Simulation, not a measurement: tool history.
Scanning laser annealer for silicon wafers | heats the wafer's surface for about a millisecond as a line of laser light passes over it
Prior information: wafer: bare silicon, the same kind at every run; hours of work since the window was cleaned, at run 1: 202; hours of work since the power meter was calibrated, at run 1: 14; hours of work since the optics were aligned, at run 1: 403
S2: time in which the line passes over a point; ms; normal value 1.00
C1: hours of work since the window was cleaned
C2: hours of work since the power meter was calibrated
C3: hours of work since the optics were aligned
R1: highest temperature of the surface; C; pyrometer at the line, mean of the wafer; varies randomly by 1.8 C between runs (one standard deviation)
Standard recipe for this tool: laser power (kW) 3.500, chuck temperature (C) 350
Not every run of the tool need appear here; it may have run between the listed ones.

Run 1, day 0.000: usual settings; C1 202; C2 14; C3 403. Result: R1 1033 C.
Run 2, day 0.362: usual settings; C1 208; C2 20; C3 409. Result: R1 1032 C.
Run 3, day 0.554: usual settings but chuck temperature (C) 337; C1 211; C2 23; C3 412. Result: R1 1021 C.
Run 4, day 0.762: usual settings but chuck temperature (C) 337; C1 215; C2 27; C3 416. Result: R1 1022 C.
Run 5, day 0.983: usual settings but laser power (kW) 3.223, chuck temperature (C) 337; C1 219; C2 31; C3 420. Result: R1 946 C.
Run 6, day 1.221: usual settings but laser power (kW) 3.223, chuck temperature (C) 337; C1 223; C2 35; C3 424. Result: R1 948 C.
Run 7, day 1.400: usual settings but laser power (kW) 3.223, chuck temperature (C) 337; C1 226; C2 38; C3 427. Result: R1 949 C.
Run 8, day 1.692: usual settings but laser power (kW) 3.779, chuck temperature (C) 337; C1 231; C2 43; C3 432. Result: R1 1095 C.
Run 9, day 1.921: usual settings but laser power (kW) 3.779, chuck temperature (C) 337; C1 235; C2 47; C3 436. Result: R1 1092 C.
Run 10, day 2.304: usual settings but laser power (kW) 3.660, chuck temperature (C) 337; C1 242; C2 54; C3 443. Result: R1 1059 C.
Run 11, day 2.483: usual settings but S2 0.72 ms; C1 245; C2 57; C3 446. Result: R1 932 C.
Run 12, day 2.662: usual settings but S2 0.72 ms; C1 248; C2 60; C3 449. Result: R1 938 C.
Run 13, day 2.983: usual settings; C1 253; C2 65; C3 454. Result: R1 1028 C.
Run 14, day 3.229: usual settings; C1 258; C2 70; C3 459. Result: R1 1026 C.
Run 15, day 3.508: usual settings; C1 262; C2 74; C3 463. Result: R1 1028 C.
Run 16, day 3.688: usual settings; C1 266; C2 78; C3 466. Result: R1 1031 C.
Run 17, day 4.008: usual settings but chuck temperature (C) 311; C1 271; C2 83; C3 472. Result: R1 990 C.
Run 18, day 4.333: usual settings but chuck temperature (C) 311; C1 277; C2 89; C3 478. Result: R1 988 C.
Run 19, day 4.546: usual settings but chuck temperature (C) 311; C1 280; C2 92; C3 481. Result: R1 987 C.
Run 20, day 4.796: usual settings but chuck temperature (C) 311; C1 285; C2 97; C3 486. Result: R1 988 C.
Run 21, day 4.996: usual settings but chuck temperature (C) 311; C1 288; C2 100; C3 489. Result: R1 991 C.
Run 22, day 5.292: usual settings but laser power (kW) 3.156, chuck temperature (C) 357; C1 293; C2 105; C3 494. Result: R1 949 C.
Run 23, day 5.550: usual settings but laser power (kW) 3.156, chuck temperature (C) 357; C1 298; C2 110; C3 499. Result: R1 949 C.

Run 24 is up next; what results do you expect?
Run 24, day 5.867: usual settings but laser power (kW) 3.321, S2 1.10 ms, chuck temperature (C) 386; C1 303; C2 115; C3 504. Result: R1 ?.

{"run 24": {"R1": 1045}}
If the tool had no hidden condition, the same run with the same run-to-run variation would have returned R1 1071 C.

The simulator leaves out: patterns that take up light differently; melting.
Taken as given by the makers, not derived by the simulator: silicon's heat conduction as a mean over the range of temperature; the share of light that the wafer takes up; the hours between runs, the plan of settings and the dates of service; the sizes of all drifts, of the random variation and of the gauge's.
